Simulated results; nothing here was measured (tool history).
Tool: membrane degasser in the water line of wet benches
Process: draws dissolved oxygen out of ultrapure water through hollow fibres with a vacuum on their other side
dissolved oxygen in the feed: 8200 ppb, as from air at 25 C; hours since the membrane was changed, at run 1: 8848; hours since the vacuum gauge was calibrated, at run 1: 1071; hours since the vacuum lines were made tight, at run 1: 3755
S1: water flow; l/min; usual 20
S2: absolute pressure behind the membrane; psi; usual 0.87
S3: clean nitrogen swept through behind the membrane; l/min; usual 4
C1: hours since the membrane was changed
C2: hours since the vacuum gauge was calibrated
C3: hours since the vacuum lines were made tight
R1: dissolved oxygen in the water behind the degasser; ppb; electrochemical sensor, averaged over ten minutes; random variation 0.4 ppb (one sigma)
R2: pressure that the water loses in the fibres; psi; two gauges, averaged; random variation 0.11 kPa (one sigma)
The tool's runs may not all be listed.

run     day  S1     S2    S3     C1    C2    C3    R1     R2
  1       0  20   0.87     4   8848  1071  3755  53.1  5.498
  2   6.129  20   0.87     4   8995  1218  3902    54  5.474
  3  10.575  20   0.87     4   9102  1325  4008  54.3  5.511
  4  16.404  20   0.87     4   9242  1464  4148  53.6  5.478
     16.875  -- vacuum gauge calibrated
  5  22.917  20   0.87     4   9398   145  4304  54.1  5.487
  6  27.342  20   0.87     4   9504   251  4410  54.2    5.5
  7  35.038  20   0.87     4   9689   436  4595  54.5  5.495
  8    42.8  14  0.793     4   9875   622  4781  22.7  3.857
  9  47.333  23   1.04     4   9984   731  4890  94.6  6.324
 10  53.746  24  0.666  7.91  10138   885  5044  57.5  6.601

4 ways to go on from here, each from the tool as it stands after run 10. What would each give?
     59.254  -- vacuum gauge calibrated, once more
  A  60.067  25   0.87   4.45  10289  20  5195   ?   ?
     59.254  -- vacuum gauge calibrated, once more
  B  60.067  20  1.578      4  10289  20  5195   ?   ?
     59.254  -- vacuum gauge calibrated, once more
  C  60.067  20   0.87   1.61  10289  20  5195   ?   ?
     59.254  -- vacuum gauge calibrated, once more
  D  60.067  20   0.87  11.13  10289  20  5195   ?   ?

run     R1     R2
  A   93.6  6.878
  B  111.6  5.511
  C   98.5  5.514
  D   32.2  5.522
Without the tool's hidden state the same runs would have given:
run     R1     R2
  A   87.8  6.736
  B  108.3  5.398
  C   95.7    5.4
  D   29.8  5.408
